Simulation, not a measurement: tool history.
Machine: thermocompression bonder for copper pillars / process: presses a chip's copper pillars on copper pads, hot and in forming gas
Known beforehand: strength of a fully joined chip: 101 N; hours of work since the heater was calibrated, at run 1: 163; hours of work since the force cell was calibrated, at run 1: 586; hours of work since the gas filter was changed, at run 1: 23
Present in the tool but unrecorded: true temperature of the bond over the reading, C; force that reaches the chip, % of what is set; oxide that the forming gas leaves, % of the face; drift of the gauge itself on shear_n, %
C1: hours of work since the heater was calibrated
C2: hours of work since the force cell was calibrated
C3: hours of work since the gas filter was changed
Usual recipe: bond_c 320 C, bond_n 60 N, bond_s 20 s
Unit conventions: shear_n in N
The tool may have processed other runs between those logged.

Run 1, hour 0.0: usual settings; C1 163; C2 586; C3 23. Result: shear_n 38.8 N.
Run 2, hour 18.7: usual settings but bond_n 85 N; C1 170; C2 594; C3 30. Result: shear_n 51.4 N.
Run 3, hour 29.3: usual settings; C1 175; C2 598; C3 35. Result: shear_n 38.5 N.
Run 4, hour 37.5: usual settings; C1 178; C2 601; C3 38. Result: shear_n 38.5 N.
Run 5, hour 47.3: usual settings but bond_s 19 s; C1 182; C2 605; C3 42. Result: shear_n 37.7 N.
Run 6, hour 63.5: usual settings but bond_s 19 s; C1 189; C2 612; C3 49. Result: shear_n 37.6 N.
Run 7, hour 79.3: usual settings but bond_c 294 C; C1 195; C2 618; C3 55. Result: shear_n 30.0 N.
Run 8, hour 93.4: usual settings but bond_c 294 C; C1 201; C2 624; C3 61. Result: shear_n 30.1 N.
Run 9, hour 107.4: usual settings but bond_c 294 C; C1 206; C2 630; C3 66. Result: shear_n 30.1 N.
Run 10, hour 121.8: usual settings but bond_c 294 C; C1 212; C2 636; C3 72. Result: shear_n 29.8 N.
Run 11, hour 138.0: usual settings but bond_c 294 C; C1 219; C2 642; C3 79. Result: shear_n 30.2 N.
Run 12, hour 148.2: usual settings but bond_c 294 C; C1 223; C2 646; C3 83. Result: shear_n 29.9 N.
Run 13, hour 157.5: usual settings; C1 227; C2 650; C3 87. Result: shear_n 38.3 N.
Run 14, hour 169.9: usual settings; C1 232; C2 655; C3 92. Result: shear_n 38.6 N.
Run 15, hour 184.4: usual settings; C1 238; C2 661; C3 98. Result: shear_n 38.8 N.
Run 16, hour 195.9: usual settings; C1 242; C2 666; C3 102. Result: shear_n 38.6 N.
Run 17, hour 207.6: usual settings; C1 247; C2 670; C3 107. Result: shear_n 38.1 N.
Run 18, hour 216.1: usual settings; C1 250; C2 674; C3 111. Result: shear_n 38.5 N.
Run 19, hour 234.5: usual settings but bond_n 40 N; C1 258; C2 681; C3 118. Result: shear_n 26.6 N.
Run 20, hour 248.4: usual settings but bond_n 44 N, bond_s 24 s; C1 264; C2 687; C3 124. Result: shear_n 31.0 N.
Run 21, hour 261.5: usual settings but bond_n 44 N, bond_s 21 s; C1 269; C2 692; C3 129. Result: shear_n 29.7 N.
Run 22, hour 278.1: usual settings but bond_c 313 C, bond_n 39 N, bond_s 23 s; C1 276; C2 699; C3 136. Result: shear_n 25.6 N.
Run 23, hour 293.2: usual settings but bond_c 323 C, bond_n 38 N, bond_s 12 s; C1 282; C2 705; C3 142. Result: shear_n 20.2 N.
Run 24, hour 310.1: usual settings but bond_c 328 C, bond_n 83 N, bond_s 27 s; C1 289; C2 712; C3 149. Result: shear_n 59.7 N.
Run 25, hour 322.9: usual settings but bond_c 327 C, bond_n 74 N, bond_s 28 s; C1 294; C2 717; C3 154. Result: shear_n 54.8 N.
Run 26, hour 334.8: usual settings but bond_c 310 C, bond_n 56 N, bond_s 11 s; C1 299; C2 722; C3 159. Result: shear_n 25.8 N.
Run 27, hour 345.2: usual settings but bond_c 312 C, bond_n 46 N, bond_s 30 s; C1 303; C2 726; C3 163. Result: shear_n 32.8 N.
At hour 355.1: forming gas filter changed.
Run 28, hour 363.2: usual settings but bond_c 312 C, bond_n 46 N, bond_s 30 s; C1 310; C2 733; C3 3. Result: shear_n 32.8 N.
Run 29, hour 380.6: usual settings but bond_c 295 C, bond_n 77 N, bond_s 51 s; C1 317; C2 740; C3 10. Result: shear_n 53.5 N.
Run 30, hour 391.5: usual settings but bond_n 74 N; C1 321; C2 745; C3 15. Result: shear_n 46.1 N.
Run 31, hour 402.2: usual settings but bond_c 329 C, bond_n 57 N, bond_s 40 s; C1 326; C2 749; C3 19. Result: shear_n 51.2 N.

Estimate the outcome of run 32 from the log above:
Run 32, hour 412.5: usual settings but bond_c 329 C, bond_n 57 N, bond_s 40 s; C1 330; C2 753; C3 23. Result: shear_n ?.

Logged for run 32: shear_n 51.2 N.
Had the tool carried no hidden state, the very same run would have given shear_n 51.0 N.
